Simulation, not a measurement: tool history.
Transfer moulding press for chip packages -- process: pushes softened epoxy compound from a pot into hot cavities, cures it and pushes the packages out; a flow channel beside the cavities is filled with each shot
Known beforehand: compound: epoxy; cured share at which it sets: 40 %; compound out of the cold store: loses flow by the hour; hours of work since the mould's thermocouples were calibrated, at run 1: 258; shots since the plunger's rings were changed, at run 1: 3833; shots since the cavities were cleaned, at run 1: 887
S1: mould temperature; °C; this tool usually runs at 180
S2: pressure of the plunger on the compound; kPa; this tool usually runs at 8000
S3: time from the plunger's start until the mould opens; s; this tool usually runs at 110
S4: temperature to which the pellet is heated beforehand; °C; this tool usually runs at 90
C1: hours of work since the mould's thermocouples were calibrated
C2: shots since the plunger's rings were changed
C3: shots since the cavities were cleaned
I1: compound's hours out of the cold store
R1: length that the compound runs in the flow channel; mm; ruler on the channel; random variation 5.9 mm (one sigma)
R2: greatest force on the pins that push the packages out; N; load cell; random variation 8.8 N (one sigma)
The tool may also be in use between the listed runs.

run	hour	S1	S2	S3	S4	C1	C2	C3	I1	R1	R2
1	0.0	180	8000	110	90	258	3833	887	21.6	629	687
# hour 16.0: cavities cleaned with cleaning compound and waxed
2	35.8	180	8000	110	90	272	4080	143	12.5	654	844
3	58.0	180	8000	110	89	282	4240	303	34.9	603	810
4	90.7	180	8000	110	90	296	4476	539	33.7	609	819
5	132.2	180	8000	110	90	314	4774	837	17.8	633	763
# hour 155.9: cavities cleaned with cleaning compound and waxed
6	158.2	180	8000	110	90	324	4951	17	24.1	622	392
# hour 183.0: cavities cleaned with cleaning compound and waxed, once more
7	203.7	180	8000	110	90	343	5268	150	29.3	608	505
# hour 214.0: mould's thermocouples calibrated
8	248.7	180	8000	110	90	15	5577	459	28.6	603	625
9	296.6	180	8000	110	90	36	5922	804	29.5	594	713
# hour 326.2: cavities cleaned with cleaning compound and waxed
10	340.7	180	8000	110	90	54	6229	105	10.6	622	507
# hour 365.3: plunger's sealing rings changed
11	377.1	180	8000	110	90	68	85	349	31.0	649	605
12	408.6	180	8000	110	90	82	312	576	8.0	699	661
13	434.4	180	8000	110	90	93	498	762	47.7	627	701
14	464.8	180	8000	110	90	106	717	981	21.5	671	727
# hour 469.9: cavities cleaned with cleaning compound and waxed
15	494.7	180	8000	124	90	118	921	179	24.0	669	476
16	536.8	180	8530	110	90	137	1224	482	40.0	641	630
17	560.8	180	8530	110	90	147	1397	655	46.1	637	662
18	581.1	180	7240	110	97	156	1544	802	32.3	612	682
# hour 609.2: cavities cleaned with cleaning compound and waxed
19	609.5	178	8000	110	90	167	1737	2	8.5	694	449
20	655.8	178	9700	121	80	187	2071	336	41.9	678	574
21	696.8	180	6960	110	90	205	2366	631	30.4	595	668
22	729.1	179	8100	138	93	219	2599	864	26.2	644	631
# hour 749.8: cavities cleaned with cleaning compound and waxed
23	779.6	180	9010	110	80	240	2951	214	45.9	631	536
24	828.3	180	9010	110	80	261	3302	565	29.7	652	644
25	866.4	177	8850	110	90	277	3576	839	32.4	641	774
# hour 892.3: cavities cleaned with cleaning compound and waxed
26	907.7	187	6890	110	94	294	3863	111	19.3	584	431
27	938.6	187	8310	110	94	307	4086	334	38.5	600	529
28	958.8	187	8310	110	94	316	4231	479	28.5	612	583
29	1007.8	180	7730	110	97	337	4584	832	28.5	602	695

Across each entry between runs, compare the hidden state at the last listed run before it with the hidden state at the first listed run after it:
From run 1 to run 2: cavities cleaned with cleaning compound and waxed (hour 16.0)
  true mould temperature over the reading, C: 0.4 -> 0.42; pressure that reaches the compound, % of what is set: 87.74 -> 86.94; grip of the stained cavities, % over clean ones': 78.3 -> 111.7
  measured value less the no-hidden-state value, R1: -44 -> -48 mm; R2: +297 -> +439 N
From run 5 to run 6: cavities cleaned with cleaning compound and waxed (hour 155.9)
  true mould temperature over the reading, C: 0.5 -> 0.52; pressure that reaches the compound, % of what is set: 84.71 -> 84.18; grip of the stained cavities, % over clean ones': 101.7 -> 5.7
  measured value less the no-hidden-state value, R1: -56 -> -57 mm; R2: +381 -> +16 N
From run 6 to run 7: cavities cleaned with cleaning compound and waxed, once more (hour 183.0)
  true mould temperature over the reading, C: 0.52 -> 0.55; pressure that reaches the compound, % of what is set: 84.18 -> 83.13; grip of the stained cavities, % over clean ones': 5.7 -> 27.6
  measured value less the no-hidden-state value, R1: -57 -> -60 mm; R2: +16 -> +103 N
From run 7 to run 8: mould's thermocouples calibrated (hour 214.0)
  true mould temperature over the reading, C: 0.55 -> 0.37; pressure that reaches the compound, % of what is set: 83.13 -> 82.11; grip of the stained cavities, % over clean ones': 27.6 -> 61.4
  measured value less the no-hidden-state value, R1: -60 -> -63 mm; R2: +103 -> +231 N
From run 9 to run 10: cavities cleaned with cleaning compound and waxed (hour 326.2)
  true mould temperature over the reading, C: 0.41 -> 0.44; pressure that reaches the compound, % of what is set: 81.07 -> 80.08; grip of the stained cavities, % over clean ones': 81.4 -> 21.7
  measured value less the no-hidden-state value, R1: -67 -> -74 mm; R2: +315 -> +85 N
From run 10 to run 11: plunger's sealing rings changed (hour 365.3)
  true mould temperature over the reading, C: 0.44 -> 0.47; pressure that reaches the compound, % of what is set: 80.08 -> 99.3; grip of the stained cavities, % over clean ones': 21.7 -> 52.8
  measured value less the no-hidden-state value, R1: -74 -> -3 mm; R2: +85 -> +203 N
From run 14 to run 15: cavities cleaned with cleaning compound and waxed (hour 469.9)
  true mould temperature over the reading, C: 0.54 -> 0.56; pressure that reaches the compound, % of what is set: 97.33 -> 96.6; grip of the stained cavities, % over clean ones': 87.2 -> 29.7
  measured value less the no-hidden-state value, R1: -10 -> -13 mm; R2: +331 -> +106 N
From run 18 to run 19: cavities cleaned with cleaning compound and waxed (hour 609.2)
  true mould temperature over the reading, C: 0.63 -> 0.65; pressure that reaches the compound, % of what is set: 94.61 -> 93.92; grip of the stained cavities, % over clean ones': 80.2 -> 2.7
  measured value less the no-hidden-state value, R1: -18 -> -23 mm; R2: +299 -> -1 N
From run 22 to run 23: cavities cleaned with cleaning compound and waxed (hour 749.8)
  true mould temperature over the reading, C: 0.75 -> 0.79; pressure that reaches the compound, % of what is set: 91.03 -> 89.92; grip of the stained cavities, % over clean ones': 83.3 -> 37.4
  measured value less the no-hidden-state value, R1: -33 -> -36 mm; R2: +287 -> +137 N
From run 25 to run 26: cavities cleaned with cleaning compound and waxed (hour 892.3)
  true mould temperature over the reading, C: 0.85 -> 0.88; pressure that reaches the compound, % of what is set: 88 -> 87.17; grip of the stained cavities, % over clean ones': 82.9 -> 20.5
  measured value less the no-hidden-state value, R1: -44 -> -43 mm; R2: +334 -> +72 N
